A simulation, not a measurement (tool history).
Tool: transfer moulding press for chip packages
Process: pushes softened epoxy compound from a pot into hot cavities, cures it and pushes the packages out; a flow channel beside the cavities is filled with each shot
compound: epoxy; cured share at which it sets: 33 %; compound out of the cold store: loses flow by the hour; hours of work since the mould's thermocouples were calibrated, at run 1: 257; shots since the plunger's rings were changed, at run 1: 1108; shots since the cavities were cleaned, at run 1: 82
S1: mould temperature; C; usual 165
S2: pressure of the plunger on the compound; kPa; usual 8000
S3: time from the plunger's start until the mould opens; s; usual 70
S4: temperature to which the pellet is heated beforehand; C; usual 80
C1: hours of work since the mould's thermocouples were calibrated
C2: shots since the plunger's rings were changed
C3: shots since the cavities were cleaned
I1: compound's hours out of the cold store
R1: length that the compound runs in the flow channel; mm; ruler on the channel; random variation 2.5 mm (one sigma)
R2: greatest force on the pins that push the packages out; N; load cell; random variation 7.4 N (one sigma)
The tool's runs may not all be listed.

run	hour	S1	S2	S3	S4	C1	C2	C3	I1	R1	R2
1	0.0	165	8000	70	80	257	1108	82	42.0	525	357
2	9.2	164	8000	70	80	264	1271	245	12.4	593	505
3	15.7	164	8000	70	80	269	1388	362	16.0	585	559
4	23.6	164	8000	70	80	275	1529	503	18.4	578	582
5	30.0	165	8000	57	80	280	1644	618	26.5	560	829
6	34.2	161	8000	57	80	283	1718	692	10.1	605	1294
7	38.6	161	8000	57	80	286	1797	771	21.1	580	1276
8	45.3	165	8000	70	80	291	1916	890	29.6	549	600
# hour 49.2: cavities cleaned with cleaning compound and waxed
9	51.1	165	8000	70	80	294	1994	35	29.8	547	339
10	59.8	165	8000	70	80	301	2149	190	28.7	547	409
11	66.9	165	8000	58	80	306	2275	316	35.6	536	668
12	70.7	165	8000	58	80	309	2343	384	11.6	590	748
13	79.1	170	8000	58	80	315	2493	534	26.2	541	554
14	87.8	170	8000	58	80	321	2648	689	10.4	567	602
15	96.8	165	8000	70	80	328	2810	851	17.3	571	609
# hour 102.6: cavities cleaned with cleaning compound and waxed
16	107.4	165	8000	70	80	335	2972	86	41.4	516	374
17	113.5	165	8000	70	80	339	3080	194	46.2	506	404
18	119.7	161	9380	52	82	344	3192	306	37.5	579	1138
19	124.8	161	9380	52	82	348	3283	397	43.4	571	1227
20	130.2	165	8000	70	87	352	3379	493	19.8	561	535
21	136.9	172	9800	70	78	357	3499	613	17.0	614	469
22	143.4	172	7750	88	73	361	3614	728	27.5	521	455
23	147.4	172	7750	88	73	364	3687	801	15.6	546	496
# hour 156.4: cavities cleaned with cleaning compound and waxed
24	158.1	164	7750	88	81	371	3851	31	34.2	526	293
25	166.1	160	7250	81	80	377	3992	172	8.5	576	482
26	174.3	165	6040	104	84	383	4139	319	40.4	446	386
27	183.2	165	6040	104	84	390	4299	479	13.2	504	441
28	188.5	159	8000	91	85	394	4393	573	34.0	542	509
29	197.1	161	7730	99	74	400	4547	727	11.6	582	504

3 ways to go on from here, each from the tool as it stands after run 29. What would each give?
A	202.2	165	8000	70	72	404	4638	818	21.1	?	?
B	202.2	165	9500	70	80	404	4638	818	37.2	?	?
C	202.2	165	8000	98	80	404	4638	818	25.2	?	?

run	R1	R2
A	555	628
B	568	589
C	546	480
Without the tool's hidden state the same runs would have given:
run	R1	R2
A	574	329
B	587	312
C	564	263
